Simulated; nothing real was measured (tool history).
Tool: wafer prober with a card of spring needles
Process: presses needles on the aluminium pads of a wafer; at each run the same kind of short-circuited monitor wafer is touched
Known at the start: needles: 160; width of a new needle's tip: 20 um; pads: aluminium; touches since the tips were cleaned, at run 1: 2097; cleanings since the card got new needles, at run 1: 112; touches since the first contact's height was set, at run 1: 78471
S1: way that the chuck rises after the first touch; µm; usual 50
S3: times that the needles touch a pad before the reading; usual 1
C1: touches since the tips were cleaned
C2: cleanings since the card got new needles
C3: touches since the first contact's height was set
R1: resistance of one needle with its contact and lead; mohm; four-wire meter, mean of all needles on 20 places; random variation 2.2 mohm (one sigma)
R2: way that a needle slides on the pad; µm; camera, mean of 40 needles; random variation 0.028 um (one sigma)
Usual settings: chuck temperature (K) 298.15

run 1 hour=0 | S1=50 chuck_temperature_(K)=298.15 S3=1 | C1=2097 C2=112 C3=78471 | R1=248 R2=6.66
-- hour=2.6 tips cleaned on abrasive film
-- hour=14.7 tips cleaned on abrasive film
-- hour=24.8 tips cleaned on abrasive film
-- hour=37 tips cleaned on abrasive film
run 2 hour=41 | S1=50 chuck_temperature_(K)=298.15 S3=2 | C1=861 C2=116 C3=87301 | R1=250 R2=6.69
-- hour=48.3 tips cleaned on abrasive film
-- hour=58.4 tips cleaned on abrasive film
-- hour=68.4 tips cleaned on abrasive film
run 3 hour=77.7 | S1=50 chuck_temperature_(K)=298.15 S3=2 | C1=2002 C2=119 C3=95205 | R1=247 R2=6.75
-- hour=80.2 tips cleaned on abrasive film
-- hour=90.2 tips cleaned on abrasive film
-- hour=102.4 tips cleaned on abrasive film
-- hour=114.8 tips cleaned on abrasive film
run 4 hour=120.8 | S1=50 chuck_temperature_(K)=298.15 S3=2 | C1=1303 C2=123 C3=104492 | R1=247 R2=6.68
-- hour=125.8 tips cleaned on abrasive film
-- hour=138.4 tips cleaned on abrasive film
-- hour=150.6 tips cleaned on abrasive film
run 5 hour=154.9 | S1=50 chuck_temperature_(K)=298.15 S3=2 | C1=950 C2=126 C3=111858 | R1=247 R2=6.66
-- hour=162.5 tips cleaned on abrasive film
-- hour=174.8 tips cleaned on abrasive film
-- hour=184.9 tips cleaned on abrasive film
run 6 hour=190.9 | S1=50 chuck_temperature_(K)=298.15 S3=3 | C1=1307 C2=129 C3=119605 | R1=243 R2=6.7
-- hour=195.8 tips cleaned on abrasive film
-- hour=205.9 tips cleaned on abrasive film
-- hour=218.5 tips cleaned on abrasive film
-- hour=228.7 tips cleaned on abrasive film
run 7 hour=228.7 | S1=50 chuck_temperature_(K)=298.15 S3=1 | C1=0 C2=133 C3=127736 | R1=249 R2=6.69
-- hour=240.9 tips cleaned on abrasive film
-- hour=253.5 tips cleaned on abrasive film
run 8 hour=258.7 | S1=50 chuck_temperature_(K)=298.15 S3=1 | C1=1146 C2=135 C3=134235 | R1=245 R2=6.68
-- hour=263.8 tips cleaned on abrasive film
-- hour=274.7 tips cleaned on abrasive film
run 9 hour=280.9 | S1=50 chuck_temperature_(K)=310.15 S3=1 | C1=1353 C2=137 C3=139008 | R1=253 R2=6.72
-- hour=285.7 tips cleaned on abrasive film
-- hour=295.7 tips cleaned on abrasive film
-- hour=307.8 tips cleaned on abrasive film
-- hour=320.3 tips cleaned on abrasive film
-- hour=330.6 tips cleaned on abrasive film
run 10 hour=330.6 | S1=50 chuck_temperature_(K)=309.15 S3=1 | C1=0 C2=142 C3=149699 | R1=248 R2=6.7
-- hour=343.1 tips cleaned on abrasive film
-- hour=355.3 tips cleaned on abrasive film
run 11 hour=360.9 | S1=50 chuck_temperature_(K)=298.15 S3=1 | C1=1209 C2=144 C3=156242 | R1=250 R2=6.67
-- hour=365.6 tips cleaned on abrasive film
-- hour=377.7 tips cleaned on abrasive film
-- hour=389.8 tips cleaned on abrasive film
-- hour=402.3 tips cleaned on abrasive film
run 12 hour=402.6 | S1=50 chuck_temperature_(K)=298.15 S3=1 | C1=77 C2=148 C3=165235 | R1=244 R2=6.64
-- hour=412.7 tips cleaned on abrasive film
-- hour=422.7 tips cleaned on abrasive film
-- hour=435 tips cleaned on abrasive film
run 13 hour=438.5 | S1=50 chuck_temperature_(K)=298.15 S3=1 | C1=755 C2=151 C3=172967 | R1=247 R2=6.65
-- hour=446 tips cleaned on abrasive film
-- hour=456.1 tips cleaned on abrasive film
run 14 hour=462.1 | S1=50 chuck_temperature_(K)=298.15 S3=1 | C1=1304 C2=153 C3=178061 | R1=245 R2=6.64
-- hour=466.8 tips cleaned on abrasive film
-- hour=478.8 tips cleaned on abrasive film
-- hour=491.3 tips cleaned on abrasive film
-- hour=503.7 tips cleaned on abrasive film
run 15 hour=505.1 | S1=50 chuck_temperature_(K)=298.15 S3=1 | C1=299 C2=157 C3=187324 | R1=249 R2=6.69
-- hour=515.2 tips cleaned on abrasive film
-- hour=525.2 tips cleaned on abrasive film
-- hour=537.8 tips cleaned on abrasive film
run 16 hour=544.6 | S1=40 chuck_temperature_(K)=379.15 S3=2 | C1=1481 C2=160 C3=195845 | R1=277 R2=5.33
-- hour=549.7 tips cleaned on abrasive film
-- hour=561.6 tips cleaned on abrasive film
-- hour=573.7 tips cleaned on abrasive film
-- hour=574 height of the first contact set anew
run 17 hour=576.2 | S1=31 chuck_temperature_(K)=384.15 S3=3 | C1=490 C2=163 C3=490 | R1=285 R2=4.17
-- hour=585.9 tips cleaned on abrasive film
-- hour=597.7 tips cleaned on abrasive film
run 18 hour=605.8 | S1=50 chuck_temperature_(K)=315.15 S3=1 | C1=1767 C2=165 C3=6881 | R1=246 R2=6.64
-- hour=608.4 tips cleaned on abrasive film
-- hour=618.5 tips cleaned on abrasive film
-- hour=628.9 tips cleaned on abrasive film
run 19 hour=628.9 | S1=69 chuck_temperature_(K)=346.15 S3=3 | C1=0 C2=168 C3=11827 | R1=255 R2=9.24
-- hour=641.2 tips cleaned on abrasive film
-- hour=653.7 tips cleaned on abrasive film
-- hour=666.2 tips cleaned on abrasive film
run 20 hour=669.2 | S1=69 chuck_temperature_(K)=341.15 S3=3 | C1=637 C2=171 C3=20526 | R1=254 R2=9.26
-- hour=676.6 tips cleaned on abrasive film
-- hour=688.6 tips cleaned on abrasive film
-- hour=700.8 tips cleaned on abrasive film
run 21 hour=701.5 | S1=69 chuck_temperature_(K)=341.15 S3=3 | C1=142 C2=174 C3=27489 | R1=253 R2=9.27
-- hour=711.2 tips cleaned on abrasive film
-- hour=721.8 tips cleaned on abrasive film
run 22 hour=721.8 | S1=41 chuck_temperature_(K)=300.15 S3=2 | C1=0 C2=176 C3=31867 | R1=253 R2=5.47
-- hour=733.9 tips cleaned on abrasive film
-- hour=746 tips cleaned on abrasive film
run 23 hour=754 | S1=67 chuck_temperature_(K)=383.15 S3=2 | C1=1756 C2=178 C3=38829 | R1=268 R2=8.91
-- hour=756.6 tips cleaned on abrasive film
-- hour=769.2 tips cleaned on abrasive film
-- hour=781.7 tips cleaned on abrasive film
-- hour=793.9 tips cleaned on abrasive film
run 24 hour=801.4 | S1=44 chuck_temperature_(K)=352.15 S3=2 | C1=1619 C2=182 C3=49035 | R1=267 R2=5.92
-- hour=806.5 tips cleaned on abrasive film
-- hour=819 tips cleaned on abrasive film
-- hour=829.1 tips cleaned on abrasive film
-- hour=841 tips cleaned on abrasive film
run 25 hour=841.1 | S1=37 chuck_temperature_(K)=307.15 S3=1 | C1=30 C2=186 C3=57594 | R1=258 R2=4.94
-- hour=851.2 tips cleaned on abrasive film
-- hour=863.4 tips cleaned on abrasive film
-- hour=875.5 tips cleaned on abrasive film
run 26 hour=876.2 | S1=37 chuck_temperature_(K)=307.15 S3=1 | C1=156 C2=189 C3=65148 | R1=255 R2=4.91

5 ways to go on from here, each from the tool as it stands after run 26. What would each give?
-- hour=886 tips cleaned on abrasive film
-- hour=896.1 tips cleaned on abrasive film
-- hour=908 tips cleaned on abrasive film
run A hour=908 | S1=37 chuck_temperature_(K)=304.15 S3=1 | C1=0 C2=192 C3=72005 | R1=? R2=?
-- hour=886 tips cleaned on abrasive film
-- hour=896.1 tips cleaned on abrasive film
-- hour=908 tips cleaned on abrasive film
run B hour=908 | S1=69 chuck_temperature_(K)=340.15 S3=3 | C1=0 C2=192 C3=72005 | R1=? R2=?
-- hour=886 tips cleaned on abrasive film
-- hour=896.1 tips cleaned on abrasive film
-- hour=908 tips cleaned on abrasive film
run C hour=908 | S1=50 chuck_temperature_(K)=331.15 S3=2 | C1=0 C2=192 C3=72005 | R1=? R2=?
-- hour=886 tips cleaned on abrasive film
-- hour=896.1 tips cleaned on abrasive film
-- hour=908 tips cleaned on abrasive film
run D hour=908 | S1=48 chuck_temperature_(K)=307.15 S3=2 | C1=0 C2=192 C3=72005 | R1=? R2=?
-- hour=886 tips cleaned on abrasive film
-- hour=896.1 tips cleaned on abrasive film
-- hour=908 tips cleaned on abrasive film
run E hour=908 | S1=55 chuck_temperature_(K)=362.15 S3=1 | C1=0 C2=192 C3=72005 | R1=? R2=?

run=A R1=254 R2=4.97
run=B R1=250 R2=9.23
run=C R1=255 R2=6.6
run=D R1=252 R2=6.38
run=E R1=259 R2=7.37
Without the tool's hidden state the same runs would have given:
run=A R1=254 R2=4.97
run=B R1=250 R2=9.23
run=C R1=255 R2=6.6
run=D R1=252 R2=6.38
run=E R1=259 R2=7.38
